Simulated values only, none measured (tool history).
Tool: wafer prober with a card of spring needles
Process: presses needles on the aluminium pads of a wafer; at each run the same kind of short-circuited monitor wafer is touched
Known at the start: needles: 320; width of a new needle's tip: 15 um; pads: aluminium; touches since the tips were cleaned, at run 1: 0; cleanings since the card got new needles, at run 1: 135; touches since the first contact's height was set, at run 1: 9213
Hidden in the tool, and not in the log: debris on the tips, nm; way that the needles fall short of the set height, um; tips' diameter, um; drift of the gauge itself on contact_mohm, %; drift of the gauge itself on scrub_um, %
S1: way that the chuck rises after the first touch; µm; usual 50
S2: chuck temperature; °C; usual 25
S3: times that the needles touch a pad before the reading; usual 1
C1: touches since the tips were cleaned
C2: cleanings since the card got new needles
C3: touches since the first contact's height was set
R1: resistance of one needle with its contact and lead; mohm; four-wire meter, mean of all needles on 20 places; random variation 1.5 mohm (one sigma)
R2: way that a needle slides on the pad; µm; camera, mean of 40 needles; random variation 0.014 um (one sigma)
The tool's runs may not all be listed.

run,hour,S1,S2,S3,C1,C2,C3,R1,R2
1,0.0,50,25,1,0,135,9213,146,6.39
# hour 8.3: tips cleaned on abrasive film
# hour 17.5: tips cleaned on abrasive film
2,23.6,50,37,1,2344,137,18203,186,6.37
# hour 27.8: tips cleaned on abrasive film
# hour 38.1: tips cleaned on abrasive film
# hour 46.4: tips cleaned on abrasive film
# hour 55.1: tips cleaned on abrasive film
3,55.1,50,37,1,0,141,30148,148,6.36
# hour 65.4: tips cleaned on abrasive film
# hour 75.3: tips cleaned on abrasive film
4,80.8,50,37,1,2109,143,39940,188,6.33
# hour 84.9: tips cleaned on abrasive film
# hour 95.0: tips cleaned on abrasive film
# hour 105.4: tips cleaned on abrasive film
5,109.6,50,25,1,1614,146,50870,179,6.31
# hour 113.8: tips cleaned on abrasive film
# hour 124.2: tips cleaned on abrasive film
# hour 134.1: tips cleaned on abrasive film
6,134.6,50,25,1,205,149,60368,150,6.29
# hour 142.9: tips cleaned on abrasive film
# hour 151.2: tips cleaned on abrasive film
# hour 161.6: tips cleaned on abrasive film
# hour 172.0: tips cleaned on abrasive film
7,172.6,50,25,1,223,153,74785,149,6.29
# hour 180.5: tips cleaned on abrasive film
# hour 190.2: tips cleaned on abrasive film
# hour 198.5: tips cleaned on abrasive film
8,201.0,50,25,1,973,156,85603,169,6.25
# hour 207.1: tips cleaned on abrasive film
# hour 217.5: tips cleaned on abrasive film
# hour 227.5: tips cleaned on abrasive film
9,229.8,50,25,1,860,159,96527,168,6.23
# hour 236.0: tips cleaned on abrasive film
# hour 246.2: tips cleaned on abrasive film
# hour 255.7: tips cleaned on abrasive film
10,255.7,42,25,1,0,162,106365,149,5.17
# hour 265.9: tips cleaned on abrasive film
# hour 276.1: tips cleaned on abrasive film
# hour 285.1: tips cleaned on abrasive film
11,285.1,69,25,1,0,165,117537,141,8.62
# hour 295.1: tips cleaned on abrasive film
# hour 303.4: tips cleaned on abrasive film
# hour 309.7: height of the first contact set anew
12,309.7,50,25,1,2301,167,0,192,6.40
# hour 313.9: tips cleaned on abrasive film
# hour 324.0: tips cleaned on abrasive film
# hour 334.2: tips cleaned on abrasive film
13,341.7,50,41,1,2884,170,12192,194,6.38
# hour 343.5: tips cleaned on abrasive film
# hour 353.6: tips cleaned on abrasive film
14,359.4,50,31,1,2246,172,18917,192,6.37
# hour 363.6: tips cleaned on abrasive film
# hour 373.6: tips cleaned on abrasive film
# hour 384.0: tips cleaned on abrasive film
# hour 394.3: tips cleaned on abrasive film
15,397.9,50,31,1,1376,176,33540,182,6.37
# hour 404.2: tips cleaned on abrasive film
# hour 414.5: tips cleaned on abrasive film
16,418.2,64,25,1,1409,178,41254,162,8.13
# hour 424.5: tips cleaned on abrasive film
# hour 434.8: tips cleaned on abrasive film
17,436.0,64,25,1,459,180,48021,151,8.10
# hour 444.3: tips cleaned on abrasive film
# hour 454.3: tips cleaned on abrasive film
# hour 463.3: tips cleaned on abrasive film
18,463.3,60,25,1,0,183,58367,137,7.58
# hour 473.6: tips cleaned on abrasive film
# hour 483.8: tips cleaned on abrasive film
19,484.0,56,101,1,69,185,66236,156,7.04
# hour 492.3: tips cleaned on abrasive film
# hour 502.5: tips cleaned on abrasive film
# hour 512.4: tips cleaned on abrasive film
20,517.3,52,101,1,1851,188,78910,191,6.51
# hour 521.5: tips cleaned on abrasive film
# hour 531.6: tips cleaned on abrasive film
# hour 541.6: tips cleaned on abrasive film
21,544.9,52,109,1,1262,191,89391,185,6.51
# hour 550.9: tips cleaned on abrasive film
# hour 560.9: tips cleaned on abrasive film
22,561.7,52,109,2,308,193,95777,160,6.47
# hour 569.7: tips cleaned on abrasive film
# hour 579.1: tips cleaned on abrasive film
23,579.1,52,109,2,0,195,102380,154,6.49
# hour 588.9: tips cleaned on abrasive film
# hour 597.6: tips cleaned on abrasive film
24,597.6,52,109,2,0,197,109414,153,6.44
# hour 607.4: tips cleaned on abrasive film
# hour 617.7: tips cleaned on abrasive film
25,619.1,65,25,3,537,199,117592,142,8.10
# hour 627.4: tips cleaned on abrasive film
# hour 637.6: tips cleaned on abrasive film
26,637.6,62,45,2,0,201,124618,140,7.72
# hour 644.1: height of the first contact set anew
# hour 647.9: tips cleaned on abrasive film
# hour 658.3: tips cleaned on abrasive film
27,665.0,62,45,2,2587,203,7973,158,7.94
# hour 667.2: tips cleaned on abrasive film
# hour 677.1: tips cleaned on abrasive film
# hour 687.5: tips cleaned on abrasive film
28,688.2,60,41,1,273,206,16767,152,7.66
# hour 696.4: tips cleaned on abrasive film
# hour 706.2: tips cleaned on abrasive film
# hour 716.1: tips cleaned on abrasive film
29,716.1,60,41,1,0,209,27361,144,7.64

4 ways to go on from here, each from the tool as it stands after run 29. What would each give?
# hour 726.5: tips cleaned on abrasive film
# hour 736.6: tips cleaned on abrasive film
A,741.0,50,29,1,1716,211,36853,?,?
# hour 726.5: tips cleaned on abrasive film
# hour 736.6: tips cleaned on abrasive film
B,741.0,59,32,1,1716,211,36853,?,?
# hour 726.5: tips cleaned on abrasive film
# hour 736.6: tips cleaned on abrasive film
C,741.0,65,113,2,1716,211,36853,?,?
# hour 726.5: tips cleaned on abrasive film
# hour 736.6: tips cleaned on abrasive film
D,741.0,38,68,1,1716,211,36853,?,?

run,R1,R2
A,187,6.33
B,171,7.48
C,166,8.25
D,217,4.84
Without the tool's hidden state the same runs would have given:
run,R1,R2
A,141,6.40
B,137,7.55
C,149,8.32
D,147,4.91
